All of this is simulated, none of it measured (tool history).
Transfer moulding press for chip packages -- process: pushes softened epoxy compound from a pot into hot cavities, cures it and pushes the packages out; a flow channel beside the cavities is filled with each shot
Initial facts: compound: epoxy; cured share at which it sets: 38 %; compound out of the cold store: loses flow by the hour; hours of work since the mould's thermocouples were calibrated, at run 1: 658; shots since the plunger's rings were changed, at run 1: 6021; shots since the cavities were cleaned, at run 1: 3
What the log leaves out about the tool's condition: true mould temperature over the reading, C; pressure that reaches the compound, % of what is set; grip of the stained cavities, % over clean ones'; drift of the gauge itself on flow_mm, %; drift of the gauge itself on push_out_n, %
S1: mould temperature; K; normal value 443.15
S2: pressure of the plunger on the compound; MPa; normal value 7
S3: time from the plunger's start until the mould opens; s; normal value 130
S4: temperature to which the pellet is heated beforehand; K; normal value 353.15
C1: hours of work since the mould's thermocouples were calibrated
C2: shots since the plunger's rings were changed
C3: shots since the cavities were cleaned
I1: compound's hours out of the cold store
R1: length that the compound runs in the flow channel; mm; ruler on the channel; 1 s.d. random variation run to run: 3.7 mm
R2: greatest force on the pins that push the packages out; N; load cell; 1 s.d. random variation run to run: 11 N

{"run": 1, "day": 0.0, "S1": 443.15, "S2": 7, "S3": 130, "S4": 353.15, "C1": 658, "C2": 6021, "C3": 3, "I1": 14.7, "R1": 651, "R2": 580}
{"day": 0.638, "done": "mould's thermocouples calibrated"}
{"run": 2, "day": 1.408, "S1": 443.15, "S2": 7, "S3": 130, "S4": 353.15, "C1": 14, "C2": 6340, "C3": 322, "I1": 11.5, "R1": 659, "R2": 707}
{"run": 3, "day": 3.2, "S1": 443.15, "S2": 7, "S3": 130, "S4": 353.15, "C1": 45, "C2": 6770, "C3": 752, "I1": 12.3, "R1": 652, "R2": 788}
{"day": 4.158, "done": "plunger's sealing rings changed"}
{"run": 4, "day": 4.158, "S1": 443.15, "S2": 7, "S3": 130, "S4": 353.15, "C1": 61, "C2": 0, "C3": 958, "I1": 28.6, "R1": 660, "R2": 829}
{"day": 4.592, "done": "cavities cleaned with cleaning compound and waxed"}
{"run": 5, "day": 6.075, "S1": 443.15, "S2": 7, "S3": 130, "S4": 353.15, "C1": 94, "C2": 446, "C3": 357, "I1": 42.7, "R1": 636, "R2": 659}
{"run": 6, "day": 6.912, "S1": 443.15, "S2": 7, "S3": 130, "S4": 353.15, "C1": 109, "C2": 647, "C3": 558, "I1": 24.1, "R1": 669, "R2": 751}
{"run": 7, "day": 7.821, "S1": 443.15, "S2": 7, "S3": 130, "S4": 353.15, "C1": 125, "C2": 866, "C3": 777, "I1": 32.8, "R1": 652, "R2": 777}
{"day": 9.075, "done": "cavities cleaned with cleaning compound and waxed"}
{"run": 8, "day": 9.171, "S1": 443.15, "S2": 7, "S3": 130, "S4": 353.15, "C1": 148, "C2": 1175, "C3": 23, "I1": 16.9, "R1": 678, "R2": 569}
{"run": 9, "day": 10.283, "S1": 443.15, "S2": 7, "S3": 130, "S4": 353.15, "C1": 167, "C2": 1442, "C3": 290, "I1": 36.8, "R1": 635, "R2": 671}
{"run": 10, "day": 11.133, "S1": 443.15, "S2": 7, "S3": 130, "S4": 353.15, "C1": 182, "C2": 1646, "C3": 494, "I1": 22.8, "R1": 665, "R2": 742}
{"run": 11, "day": 12.071, "S1": 443.15, "S2": 7, "S3": 130, "S4": 353.15, "C1": 199, "C2": 1872, "C3": 720, "I1": 28.4, "R1": 646, "R2": 773}
{"day": 13.65, "done": "cavities cleaned with cleaning compound and waxed"}
{"run": 12, "day": 13.771, "S1": 443.15, "S2": 7, "S3": 130, "S4": 353.15, "C1": 228, "C2": 2266, "C3": 29, "I1": 45.4, "R1": 610, "R2": 524}
{"run": 13, "day": 14.854, "S1": 443.15, "S2": 7, "S3": 130, "S4": 353.15, "C1": 247, "C2": 2526, "C3": 289, "I1": 21.1, "R1": 664, "R2": 661}
{"run": 14, "day": 16.512, "S1": 443.15, "S2": 7, "S3": 130, "S4": 353.15, "C1": 277, "C2": 2925, "C3": 688, "I1": 32.8, "R1": 641, "R2": 781}
{"run": 15, "day": 17.958, "S1": 440.15, "S2": 7, "S3": 140, "S4": 357.15, "C1": 303, "C2": 3273, "C3": 1036, "I1": 29.6, "R1": 647, "R2": 872}
{"day": 18.129, "done": "cavities cleaned with cleaning compound and waxed"}
{"run": 16, "day": 18.933, "S1": 440.15, "S2": 7, "S3": 140, "S4": 357.15, "C1": 319, "C2": 3492, "C3": 193, "I1": 20.2, "R1": 663, "R2": 649}
{"run": 17, "day": 20.821, "S1": 440.15, "S2": 7, "S3": 140, "S4": 357.15, "C1": 352, "C2": 3946, "C3": 647, "I1": 41.2, "R1": 618, "R2": 791}
{"day": 22.567, "done": "cavities cleaned with cleaning compound and waxed"}
{"run": 18, "day": 22.612, "S1": 435.15, "S2": 7.22, "S3": 151, "S4": 345.15, "C1": 383, "C2": 4362, "C3": 11, "I1": 37.1, "R1": 651, "R2": 695}
{"run": 19, "day": 23.692, "S1": 435.15, "S2": 7.22, "S3": 151, "S4": 345.15, "C1": 402, "C2": 4622, "C3": 271, "I1": 10.4, "R1": 715, "R2": 901}
{"run": 20, "day": 24.7, "S1": 445.15, "S2": 7, "S3": 151, "S4": 353.15, "C1": 420, "C2": 4864, "C3": 513, "I1": 11.7, "R1": 663, "R2": 587}
{"run": 21, "day": 25.967, "S1": 443.15, "S2": 7, "S3": 130, "S4": 352.15, "C1": 443, "C2": 5168, "C3": 817, "I1": 27.7, "R1": 626, "R2": 799}
{"day": 26.992, "done": "cavities cleaned with cleaning compound and waxed"}
{"run": 22, "day": 27.392, "S1": 443.15, "S2": 6.56, "S3": 145, "S4": 344.15, "C1": 467, "C2": 5496, "C3": 96, "I1": 21.6, "R1": 617, "R2": 527}
{"run": 23, "day": 29.1, "S1": 443.15, "S2": 7.17, "S3": 148, "S4": 348.15, "C1": 497, "C2": 5907, "C3": 507, "I1": 10.4, "R1": 674, "R2": 647}
{"run": 24, "day": 30.179, "S1": 449.15, "S2": 8.73, "S3": 127, "S4": 360.15, "C1": 516, "C2": 6166, "C3": 766, "I1": 20.8, "R1": 680, "R2": 652}
{"day": 31.438, "done": "cavities cleaned with cleaning compound and waxed"}
{"run": 25, "day": 31.846, "S1": 449.15, "S2": 8.73, "S3": 127, "S4": 360.15, "C1": 545, "C2": 6552, "C3": 98, "I1": 34.9, "R1": 652, "R2": 477}
{"run": 26, "day": 32.629, "S1": 443.15, "S2": 7, "S3": 117, "S4": 357.15, "C1": 559, "C2": 6740, "C3": 286, "I1": 22.1, "R1": 627, "R2": 813}
{"day": 33.708, "done": "plunger's sealing rings changed"}
{"run": 27, "day": 33.708, "S1": 443.15, "S2": 7, "S3": 117, "S4": 357.15, "C1": 576, "C2": 0, "C3": 521, "I1": 27.1, "R1": 661, "R2": 896}

Selected run-to-run steps in R1, each split into two signed amounts: the part the tool would show with no hidden state at all (from settings, incoming material and random variation), and the remainder, which goes to the hidden state together with any gauge scatter not common to the measured and the hidden-state-free results:
Run 3 -> 4: plunger's sealing rings changed. R1 +8 mm: hidden state +51, all else -43.
Run 18 -> 19: nothing adjusted, nothing logged. R1 +64 mm: hidden state -5, all else +69.
Run 22 -> 23: S2 6.56 -> 7.17, S3 145 -> 148, S4 344.15 -> 348.15. R1 +57 mm: hidden state -7, all else +64.
Run 26 -> 27: plunger's sealing rings changed. R1 +34 mm: hidden state +48, all else -14.
